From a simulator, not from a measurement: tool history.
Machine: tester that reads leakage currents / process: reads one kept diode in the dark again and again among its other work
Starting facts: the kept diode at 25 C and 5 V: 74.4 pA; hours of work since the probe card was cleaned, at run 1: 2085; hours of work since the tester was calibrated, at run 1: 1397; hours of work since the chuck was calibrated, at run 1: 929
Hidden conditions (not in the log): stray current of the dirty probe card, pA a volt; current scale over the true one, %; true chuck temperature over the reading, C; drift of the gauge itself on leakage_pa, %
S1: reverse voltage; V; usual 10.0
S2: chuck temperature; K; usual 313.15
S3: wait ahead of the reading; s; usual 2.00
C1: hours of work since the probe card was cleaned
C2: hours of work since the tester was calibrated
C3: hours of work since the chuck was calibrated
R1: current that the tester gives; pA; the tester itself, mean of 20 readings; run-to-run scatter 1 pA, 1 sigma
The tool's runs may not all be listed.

{"run": 1, "hour": 0.0, "S1": 10.0, "S2": 313.15, "S3": 2.0, "C1": 2085, "C2": 1397, "C3": 929, "R1": 393.29}
{"run": 2, "hour": 102.2, "S1": 10.0, "S2": 313.15, "S3": 2.0, "C1": 2134, "C2": 1446, "C3": 979, "R1": 395.55}
{"run": 3, "hour": 194.3, "S1": 10.0, "S2": 313.15, "S3": 2.0, "C1": 2179, "C2": 1491, "C3": 1024, "R1": 395.52}
{"run": 4, "hour": 319.6, "S1": 10.0, "S2": 313.15, "S3": 0.43, "C1": 2240, "C2": 1552, "C3": 1084, "R1": 402.54}
{"run": 5, "hour": 406.0, "S1": 10.0, "S2": 313.15, "S3": 0.43, "C1": 2282, "C2": 1594, "C3": 1126, "R1": 403.61}
{"run": 6, "hour": 517.2, "S1": 10.0, "S2": 313.15, "S3": 4.18, "C1": 2336, "C2": 1648, "C3": 1180, "R1": 406.66}
{"run": 7, "hour": 662.3, "S1": 10.0, "S2": 313.15, "S3": 4.18, "C1": 2406, "C2": 1718, "C3": 1250, "R1": 408.64}
{"hour": 694.3, "done": "chuck's temperature calibrated"}
{"run": 8, "hour": 823.6, "S1": 10.0, "S2": 313.15, "S3": 2.0, "C1": 2483, "C2": 1795, "C3": 63, "R1": 363.34}
{"run": 9, "hour": 986.2, "S1": 10.0, "S2": 313.15, "S3": 2.0, "C1": 2562, "C2": 1874, "C3": 142, "R1": 368.89}
{"run": 10, "hour": 1071.1, "S1": 10.0, "S2": 313.15, "S3": 2.0, "C1": 2603, "C2": 1915, "C3": 183, "R1": 372.41}
{"run": 11, "hour": 1155.5, "S1": 10.0, "S2": 313.15, "S3": 2.0, "C1": 2644, "C2": 1956, "C3": 224, "R1": 373.2}
{"hour": 1173.6, "done": "tester calibrated"}
{"run": 12, "hour": 1328.0, "S1": 10.0, "S2": 313.15, "S3": 2.0, "C1": 2727, "C2": 75, "C3": 306, "R1": 381.15}
{"run": 13, "hour": 1495.5, "S1": 10.0, "S2": 313.15, "S3": 2.0, "C1": 2808, "C2": 156, "C3": 388, "R1": 386.33}
{"run": 14, "hour": 1642.0, "S1": 10.0, "S2": 313.15, "S3": 2.0, "C1": 2879, "C2": 227, "C3": 459, "R1": 388.79}
{"run": 15, "hour": 1756.9, "S1": 10.0, "S2": 313.15, "S3": 2.0, "C1": 2935, "C2": 283, "C3": 514, "R1": 389.94}
{"run": 16, "hour": 1843.6, "S1": 10.0, "S2": 313.15, "S3": 2.0, "C1": 2977, "C2": 325, "C3": 556, "R1": 394.81}
{"run": 17, "hour": 1987.2, "S1": 10.0, "S2": 313.15, "S3": 2.0, "C1": 3047, "C2": 395, "C3": 626, "R1": 399.54}
{"run": 18, "hour": 2144.8, "S1": 1.5, "S2": 313.15, "S3": 2.0, "C1": 3123, "C2": 471, "C3": 702, "R1": 153.9}
{"run": 19, "hour": 2253.3, "S1": 10.0, "S2": 313.15, "S3": 2.0, "C1": 3176, "C2": 524, "C3": 755, "R1": 405.01}
{"hour": 2289.5, "done": "tester calibrated, once more"}
{"run": 20, "hour": 2388.4, "S1": 10.0, "S2": 313.15, "S3": 1.05, "C1": 3240, "C2": 48, "C3": 820, "R1": 392.15}
{"run": 21, "hour": 2471.0, "S1": 10.0, "S2": 318.15, "S3": 0.62, "C1": 3280, "C2": 88, "C3": 860, "R1": 560.09}
{"run": 22, "hour": 2552.0, "S1": 11.4, "S2": 311.15, "S3": 0.61, "C1": 3319, "C2": 127, "C3": 899, "R1": 366.17}
{"run": 23, "hour": 2681.0, "S1": 10.0, "S2": 317.15, "S3": 1.67, "C1": 3382, "C2": 190, "C3": 962, "R1": 528.91}
{"run": 24, "hour": 2858.7, "S1": 10.0, "S2": 324.15, "S3": 0.48, "C1": 3468, "C2": 276, "C3": 1048, "R1": 865.01}
{"run": 25, "hour": 3031.5, "S1": 6.2, "S2": 308.15, "S3": 0.48, "C1": 3552, "C2": 360, "C3": 1132, "R1": 222.23}
{"run": 26, "hour": 3151.4, "S1": 6.2, "S2": 308.15, "S3": 0.48, "C1": 3610, "C2": 418, "C3": 1190, "R1": 226.52}
{"run": 27, "hour": 3288.1, "S1": 6.2, "S2": 295.15, "S3": 3.91, "C1": 3676, "C2": 484, "C3": 1256, "R1": 87.14}
{"hour": 3303.3, "done": "chuck's temperature calibrated"}
{"run": 28, "hour": 3417.9, "S1": 10.0, "S2": 326.15, "S3": 7.87, "C1": 3738, "C2": 546, "C3": 56, "R1": 881.43}
{"run": 29, "hour": 3559.5, "S1": 11.2, "S2": 299.15, "S3": 0.34, "C1": 3807, "C2": 615, "C3": 124, "R1": 143.47}
{"run": 30, "hour": 3740.7, "S1": 11.2, "S2": 299.15, "S3": 0.34, "C1": 3895, "C2": 703, "C3": 212, "R1": 145.67}
{"run": 31, "hour": 3819.7, "S1": 4.0, "S2": 306.15, "S3": 2.0, "C1": 3933, "C2": 741, "C3": 250, "R1": 138.42}
{"hour": 3909.3, "done": "probe card cleaned and baked"}
{"run": 32, "hour": 3911.1, "S1": 14.8, "S2": 309.15, "S3": 0.64, "C1": 1, "C2": 784, "C3": 293, "R1": 316.8}
{"run": 33, "hour": 4083.1, "S1": 1.8, "S2": 309.15, "S3": 0.69, "C1": 84, "C2": 867, "C3": 377, "R1": 112.8}
{"run": 34, "hour": 4214.9, "S1": 1.8, "S2": 309.15, "S3": 0.69, "C1": 148, "C2": 931, "C3": 441, "R1": 114.27}
{"run": 35, "hour": 4352.9, "S1": 1.8, "S2": 309.15, "S3": 0.69, "C1": 215, "C2": 998, "C3": 508, "R1": 115.01}
{"run": 36, "hour": 4471.3, "S1": 1.8, "S2": 309.15, "S3": 0.69, "C1": 273, "C2": 1056, "C3": 565, "R1": 116.68}
{"run": 37, "hour": 4589.2, "S1": 5.7, "S2": 318.15, "S3": 2.0, "C1": 330, "C2": 1113, "C3": 622, "R1": 401.64}
{"run": 38, "hour": 4768.0, "S1": 2.3, "S2": 316.15, "S3": 1.3, "C1": 416, "C2": 1200, "C3": 709, "R1": 224.74}
{"run": 39, "hour": 4846.5, "S1": 3.0, "S2": 309.15, "S3": 0.78, "C1": 455, "C2": 1238, "C3": 747, "R1": 153.26}

Measured less the same run without the tool's hidden state. The same run-to-run variation is in both; the gauge's scatter may not be:
run=1 R1=+51.33
run=2 R1=+53.79
run=3 R1=+56.00
run=4 R1=+59.75
run=5 R1=+61.96
run=6 R1=+64.93
run=7 R1=+68.61
run=8 R1=+23.20
run=9 R1=+27.33
run=10 R1=+29.54
run=11 R1=+31.46
run=12 R1=+39.43
run=13 R1=+43.64
run=14 R1=+47.17
run=15 R1=+49.92
run=16 R1=+52.34
run=17 R1=+55.98
run=18 R1=+19.56
run=19 R1=+62.60
run=20 R1=+49.38
run=21 R1=+65.50
run=22 R1=+53.02
run=23 R1=+69.90
run=24 R1=+109.48
run=25 R1=+37.91
run=26 R1=+40.13
run=27 R1=+22.87
run=28 R1=+16.88
run=29 R1=+21.77
run=30 R1=+23.85
run=31 R1=+10.86
run=32 R1=+9.27
run=33 R1=+4.59
run=34 R1=+5.60
run=35 R1=+6.66
run=36 R1=+7.63
run=37 R1=+28.11
run=38 R1=+18.06
run=39 R1=+13.74

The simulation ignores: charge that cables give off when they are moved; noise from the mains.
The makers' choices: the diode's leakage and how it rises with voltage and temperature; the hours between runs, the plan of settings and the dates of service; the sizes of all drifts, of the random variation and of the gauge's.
